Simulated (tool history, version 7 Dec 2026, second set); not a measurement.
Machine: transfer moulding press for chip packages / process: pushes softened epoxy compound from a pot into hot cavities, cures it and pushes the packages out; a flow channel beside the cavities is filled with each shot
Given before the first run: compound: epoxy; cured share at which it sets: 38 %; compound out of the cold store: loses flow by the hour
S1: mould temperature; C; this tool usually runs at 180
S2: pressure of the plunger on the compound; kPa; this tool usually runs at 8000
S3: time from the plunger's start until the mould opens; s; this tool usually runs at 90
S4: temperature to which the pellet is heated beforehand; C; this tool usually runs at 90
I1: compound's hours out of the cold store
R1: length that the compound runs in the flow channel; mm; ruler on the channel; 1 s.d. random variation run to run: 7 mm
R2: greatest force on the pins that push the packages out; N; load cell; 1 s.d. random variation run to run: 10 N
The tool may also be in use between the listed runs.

run 1 day=0 | S1=180 S2=8000 S3=90 S4=90 | I1=32.8 | R1=868 R2=429
run 2 day=1.092 | S1=180 S2=8000 S3=90 S4=90 | I1=23.7 | R1=887 R2=442
run 3 day=2.004 | S1=186 S2=8000 S3=90 S4=90 | I1=13.4 | R1=906 R2=388
run 4 day=2.867 | S1=186 S2=8000 S3=90 S4=90 | I1=26.1 | R1=859 R2=379
-- day=3.138 cavities cleaned with cleaning compound and waxed
run 5 day=3.475 | S1=180 S2=8000 S3=73 S4=90 | I1=13 | R1=933 R2=693
run 6 day=4.567 | S1=180 S2=8000 S3=73 S4=90 | I1=42.6 | R1=839 R2=631
run 7 day=5.667 | S1=180 S2=8000 S3=90 S4=90 | I1=41 | R1=838 R2=465
-- day=6.283 cavities cleaned with cleaning compound and waxed
run 8 day=6.283 | S1=180 S2=8000 S3=90 S4=90 | I1=36.5 | R1=864 R2=451
-- day=6.738 mould's thermocouples calibrated
run 9 day=7.358 | S1=180 S2=8000 S3=90 S4=90 | I1=13.4 | R1=935 R2=441
run 10 day=7.979 | S1=180 S2=8000 S3=90 S4=90 | I1=15.6 | R1=917 R2=485
run 11 day=9.008 | S1=180 S2=8000 S3=90 S4=90 | I1=12.8 | R1=920 R2=462
-- day=9.538 cavities cleaned with cleaning compound and waxed
run 12 day=10.146 | S1=180 S2=8000 S3=90 S4=90 | I1=44.2 | R1=839 R2=444
run 13 day=11.158 | S1=180 S2=8000 S3=90 S4=90 | I1=34.9 | R1=867 R2=469
run 14 day=12.142 | S1=180 S2=8000 S3=90 S4=90 | I1=43.5 | R1=831 R2=461
-- day=12.521 plunger's sealing rings changed
-- day=12.825 cavities cleaned with cleaning compound and waxed
run 15 day=12.904 | S1=180 S2=7440 S3=90 S4=90 | I1=13 | R1=890 R2=482
run 16 day=13.421 | S1=180 S2=7440 S3=90 S4=90 | I1=13.7 | R1=885 R2=467
run 17 day=14.221 | S1=180 S2=8680 S3=90 S4=90 | I1=34.2 | R1=897 R2=465
run 18 day=15.021 | S1=186 S2=8000 S3=75 S4=83 | I1=45.5 | R1=812 R2=444
-- day=15.971 cavities cleaned with cleaning compound and waxed
run 19 day=15.971 | S1=176 S2=8000 S3=114 S4=90 | I1=36.3 | R1=874 R2=412
run 20 day=17.012 | S1=176 S2=8000 S3=114 S4=90 | I1=46 | R1=853 R2=409
run 21 day=17.929 | S1=180 S2=7960 S3=90 S4=96 | I1=47.7 | R1=830 R2=443
run 22 day=18.771 | S1=180 S2=7960 S3=90 S4=96 | I1=15 | R1=924 R2=450
-- day=19.133 cavities cleaned with cleaning compound and waxed
run 23 day=19.729 | S1=173 S2=8000 S3=90 S4=90 | I1=44.8 | R1=856 R2=660
run 24 day=20.329 | S1=173 S2=8000 S3=90 S4=90 | I1=30.7 | R1=898 R2=696
run 25 day=21.142 | S1=188 S2=8000 S3=90 S4=90 | I1=47.8 | R1=809 R2=390
run 26 day=22.062 | S1=182 S2=9510 S3=90 S4=98 | I1=18.5 | R1=986 R2=425
-- day=22.325 cavities cleaned with cleaning compound and waxed
run 27 day=22.717 | S1=182 S2=8860 S3=90 S4=85 | I1=12.6 | R1=970 R2=455
run 28 day=23.367 | S1=182 S2=6540 S3=91 S4=88 | I1=16.1 | R1=822 R2=420

Predict each of these 3 candidate next runs independently; none follows another, all start after run 28:
run A day=24.508 | S1=177 S2=9060 S3=101 S4=88 | I1=37.9 | R1=? R2=?
run B day=24.508 | S1=180 S2=6540 S3=91 S4=88 | I1=18 | R1=? R2=?
run C day=24.508 | S1=180 S2=8000 S3=90 S4=93 | I1=47.6 | R1=? R2=?

run=A R1=926 R2=436
run=B R1=821 R2=465
run=C R1=838 R2=451
Without the tool's hidden state the same runs would have given:
run=A R1=927 R2=433
run=B R1=822 R2=462
run=C R1=839 R2=447
